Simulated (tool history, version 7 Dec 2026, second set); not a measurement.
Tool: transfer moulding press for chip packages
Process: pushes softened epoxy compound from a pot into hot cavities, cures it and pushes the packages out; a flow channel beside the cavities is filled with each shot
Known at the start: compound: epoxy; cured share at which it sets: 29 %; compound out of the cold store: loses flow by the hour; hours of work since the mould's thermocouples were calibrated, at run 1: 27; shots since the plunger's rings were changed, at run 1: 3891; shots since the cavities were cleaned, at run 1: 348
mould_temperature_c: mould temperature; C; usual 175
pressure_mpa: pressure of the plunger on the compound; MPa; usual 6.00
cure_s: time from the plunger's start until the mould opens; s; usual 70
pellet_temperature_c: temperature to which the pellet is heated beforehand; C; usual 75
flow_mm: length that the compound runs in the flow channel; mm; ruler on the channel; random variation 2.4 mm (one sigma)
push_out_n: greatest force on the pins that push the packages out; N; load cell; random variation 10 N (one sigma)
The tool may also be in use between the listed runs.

run     day  mould_temperature_c  pressure_mpa  cure_s  pellet_temperature_c  hours of work since the mould's thermocouples were calibrated  shots since the plunger's rings were changed  shots since the cavities were cleaned  incoming compound's hours out of the cold store  flow_mm  push_out_n
  1   0.000                  175          6.00      70                    75                                                             27                                          3891                                    348                                             20.7      651         806
      0.467  -- plunger's sealing rings changed
      0.850  -- cavities cleaned with cleaning compound and waxed
  2   1.946                  175          5.66      70                    75                                                             57                                           570                                    441                                             20.6      670         846
      2.562  -- cavities cleaned with cleaning compound and waxed
  3   3.796                  175          5.66      70                    75                                                             87                                          1291                                    497                                             24.6      645         829
      4.275  -- cavities cleaned with cleaning compound and waxed
  4   4.812                  175          5.66      70                    75                                                            103                                          1677                                    218                                             32.7      614         645
      5.967  -- cavities cleaned with cleaning compound and waxed
  5   6.683                  175          7.03      70                    75                                                            133                                          2406                                    290                                             41.9      643         705
      7.621  -- cavities cleaned with cleaning compound and waxed
  6   7.621                  175          7.03      70                    75                                                            148                                          2758                                      0                                             11.6      748         542
      9.233  -- cavities cleaned with cleaning compound and waxed
  7   9.733                  175          7.03      70                    75                                                            182                                          3584                                    202                                             19.9      709         705
     10.929  -- plunger's sealing rings changed
     10.992  -- cavities cleaned with cleaning compound and waxed
  8  11.588                  175          7.03      70                    75                                                            210                                           240                                    240                                             18.0      756         711
     12.600  -- cavities cleaned with cleaning compound and waxed
  9  12.600                  175          7.03      70                    75                                                            226                                           624                                      0                                             43.7      660         474
     14.221  -- cavities cleaned with cleaning compound and waxed
 10  14.550                  175          6.00      70                    75                                                            258                                          1385                                    134                                             11.5      711         667
     15.904  -- cavities cleaned with cleaning compound and waxed
 11  16.629                  175          6.00      76                    75                                                            292                                          2197                                    292                                             40.9      605         604
     17.517  -- cavities cleaned with cleaning compound and waxed
 12  17.688                  175          4.96      70                    75                                                            308                                          2598                                     68                                              9.8      641         593
     19.112  -- cavities cleaned with cleaning compound and waxed
 13  19.362                  171          6.00      70                    75                                                            335                                          3249                                    101                                              8.1      715         890
     20.717  -- cavities cleaned with cleaning compound and waxed
 14  21.233                  173          7.35      99                    73                                                            366                                          3978                                    208                                             36.3      666         472

Run 15 comes next. What will it give?
     21.433  -- plunger's sealing rings changed
 15  22.188                  176          6.00      70                    75                                                            380                                           303                                    550                                             39.1        ?           ?

Run 15 gave flow_mm 627 mm, push_out_n 808 N.
Without the tool's hidden state the same run would have given flow_mm 629 mm, push_out_n 450 N.
